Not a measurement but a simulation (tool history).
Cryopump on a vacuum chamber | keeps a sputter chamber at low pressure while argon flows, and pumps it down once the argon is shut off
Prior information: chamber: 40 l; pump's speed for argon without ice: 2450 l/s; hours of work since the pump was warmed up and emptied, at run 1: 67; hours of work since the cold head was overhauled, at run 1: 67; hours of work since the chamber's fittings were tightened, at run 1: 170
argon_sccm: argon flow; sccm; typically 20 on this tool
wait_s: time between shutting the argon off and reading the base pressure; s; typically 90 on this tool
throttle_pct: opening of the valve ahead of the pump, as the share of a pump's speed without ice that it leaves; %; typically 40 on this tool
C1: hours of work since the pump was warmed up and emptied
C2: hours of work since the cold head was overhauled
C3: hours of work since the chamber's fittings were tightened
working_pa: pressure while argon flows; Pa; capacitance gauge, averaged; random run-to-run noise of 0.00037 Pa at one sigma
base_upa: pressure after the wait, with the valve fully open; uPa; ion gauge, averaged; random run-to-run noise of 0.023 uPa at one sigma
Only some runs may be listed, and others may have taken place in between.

{"run": 1, "hour": 0.0, "argon_sccm": 20, "wait_s": 90, "throttle_pct": 40, "C1": 67, "C2": 67, "C3": 170, "working_pa": 0.0351, "base_upa": 0.77}
{"run": 2, "hour": 28.9, "argon_sccm": 20, "wait_s": 90, "throttle_pct": 40, "C1": 87, "C2": 87, "C3": 190, "working_pa": 0.0344, "base_upa": 0.82}
{"run": 3, "hour": 46.5, "argon_sccm": 20, "wait_s": 90, "throttle_pct": 40, "C1": 99, "C2": 99, "C3": 202, "working_pa": 0.0353, "base_upa": 0.81}
{"run": 4, "hour": 59.0, "argon_sccm": 20, "wait_s": 90, "throttle_pct": 33, "C1": 107, "C2": 107, "C3": 210, "working_pa": 0.0421, "base_upa": 0.82}
{"run": 5, "hour": 85.8, "argon_sccm": 20, "wait_s": 90, "throttle_pct": 33, "C1": 125, "C2": 125, "C3": 228, "working_pa": 0.0426, "base_upa": 0.79}
{"run": 6, "hour": 98.2, "argon_sccm": 20, "wait_s": 90, "throttle_pct": 33, "C1": 134, "C2": 134, "C3": 237, "working_pa": 0.0421, "base_upa": 0.79}
{"run": 7, "hour": 126.8, "argon_sccm": 20, "wait_s": 90, "throttle_pct": 33, "C1": 153, "C2": 153, "C3": 256, "working_pa": 0.0417, "base_upa": 0.82}
{"run": 8, "hour": 140.1, "argon_sccm": 20, "wait_s": 90, "throttle_pct": 33, "C1": 162, "C2": 162, "C3": 265, "working_pa": 0.0426, "base_upa": 0.87}
{"run": 9, "hour": 154.7, "argon_sccm": 20, "wait_s": 90, "throttle_pct": 33, "C1": 172, "C2": 172, "C3": 275, "working_pa": 0.0423, "base_upa": 0.83}
{"run": 10, "hour": 171.9, "argon_sccm": 20, "wait_s": 156, "throttle_pct": 19, "C1": 184, "C2": 184, "C3": 287, "working_pa": 0.0732, "base_upa": 0.56}
{"run": 11, "hour": 186.9, "argon_sccm": 9, "wait_s": 259, "throttle_pct": 59, "C1": 194, "C2": 194, "C3": 297, "working_pa": 0.0114, "base_upa": 0.5}
{"run": 12, "hour": 202.0, "argon_sccm": 10, "wait_s": 21, "throttle_pct": 40, "C1": 204, "C2": 204, "C3": 307, "working_pa": 0.0183, "base_upa": 2.79}
{"run": 13, "hour": 226.6, "argon_sccm": 10, "wait_s": 21, "throttle_pct": 40, "C1": 221, "C2": 221, "C3": 324, "working_pa": 0.0175, "base_upa": 2.79}
{"run": 14, "hour": 247.1, "argon_sccm": 24, "wait_s": 252, "throttle_pct": 40, "C1": 235, "C2": 235, "C3": 338, "working_pa": 0.0424, "base_upa": 0.52}
{"run": 15, "hour": 274.9, "argon_sccm": 9, "wait_s": 70, "throttle_pct": 40, "C1": 254, "C2": 254, "C3": 357, "working_pa": 0.0161, "base_upa": 1.07}

Pick out some run-to-run changes in working_pa. Of each, how much would a tool without hidden state show as well, from the settings, what came in and chance, and how much is left for the hidden state and any gauge scatter not in both results compared?
What the log doesn't record here: pump's speed, % of a pump's without ice; cold plate's temperature, K; leak into the chamber, uPa l/s; drift of the gauge itself on working_pa, %; drift of the gauge itself on base_upa, %.
Run 10 -> 11: argon_sccm 20 -> 9, wait_s 156 -> 259, throttle_pct 19 -> 59. working_pa -0.0618 Pa: hidden state -0.0002, all else -0.0616.
Run 13 -> 14: argon_sccm 10 -> 24, wait_s 21 -> 252. working_pa +0.0249 Pa: hidden state +0.0005, all else +0.0244.
